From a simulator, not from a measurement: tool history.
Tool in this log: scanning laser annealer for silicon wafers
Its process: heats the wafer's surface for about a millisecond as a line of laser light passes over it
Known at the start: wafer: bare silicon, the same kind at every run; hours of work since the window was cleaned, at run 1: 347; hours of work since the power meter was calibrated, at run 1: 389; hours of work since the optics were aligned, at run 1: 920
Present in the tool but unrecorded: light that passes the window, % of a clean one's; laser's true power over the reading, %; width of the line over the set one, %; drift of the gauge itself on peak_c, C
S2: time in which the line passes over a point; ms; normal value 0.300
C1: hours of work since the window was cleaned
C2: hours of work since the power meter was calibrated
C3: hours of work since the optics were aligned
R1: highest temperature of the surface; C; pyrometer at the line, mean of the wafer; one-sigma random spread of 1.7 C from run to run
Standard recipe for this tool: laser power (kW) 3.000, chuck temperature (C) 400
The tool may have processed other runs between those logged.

run 1 hour=0.0 | laser_power_(kW)=3.000 S2=0.300 chuck_temperature_(C)=400 | C1=347 C2=389 C3=920 | R1=1197
run 2 hour=12.7 | laser_power_(kW)=3.000 S2=0.300 chuck_temperature_(C)=400 | C1=355 C2=397 C3=929 | R1=1196
run 3 hour=29.3 | laser_power_(kW)=2.567 S2=0.300 chuck_temperature_(C)=400 | C1=366 C2=408 C3=939 | R1=1089
-- hour=32.2 window over the wafer cleaned
run 4 hour=46.4 | laser_power_(kW)=3.000 S2=0.300 chuck_temperature_(C)=384 | C1=9 C2=418 C3=949 | R1=1178
run 5 hour=60.7 | laser_power_(kW)=3.000 S2=0.300 chuck_temperature_(C)=384 | C1=19 C2=427 C3=958 | R1=1177
run 6 hour=79.6 | laser_power_(kW)=3.000 S2=0.300 chuck_temperature_(C)=384 | C1=31 C2=440 C3=971 | R1=1176
run 7 hour=91.2 | laser_power_(kW)=3.141 S2=0.300 chuck_temperature_(C)=366 | C1=38 C2=447 C3=978 | R1=1197
run 8 hour=105.3 | laser_power_(kW)=3.141 S2=0.300 chuck_temperature_(C)=366 | C1=48 C2=456 C3=988 | R1=1192
-- hour=114.0 window over the wafer cleaned, once more
run 9 hour=122.8 | laser_power_(kW)=3.156 S2=0.220 chuck_temperature_(C)=413 | C1=6 C2=466 C3=998 | R1=1120
run 10 hour=135.3 | laser_power_(kW)=3.156 S2=0.220 chuck_temperature_(C)=413 | C1=14 C2=475 C3=1006 | R1=1119

A few steps of R1 between consecutive runs. Split each: what settings, incoming material and random variation would produce without the hidden state, and what is left over for the hidden state, along with gauge scatter present in only one of the two compared results (measured, and without hidden state):
Run 2 -> 3: laser power (kW) 3.000 -> 2.567. R1 -107 C: hidden state +4, all else -111.
Run 8 -> 9: laser power (kW) 3.141 -> 3.156, S2 0.300 -> 0.220, chuck temperature (C) 366 -> 413, window over the wafer cleaned, once more. R1 -72 C: hidden state +21, all else -93.
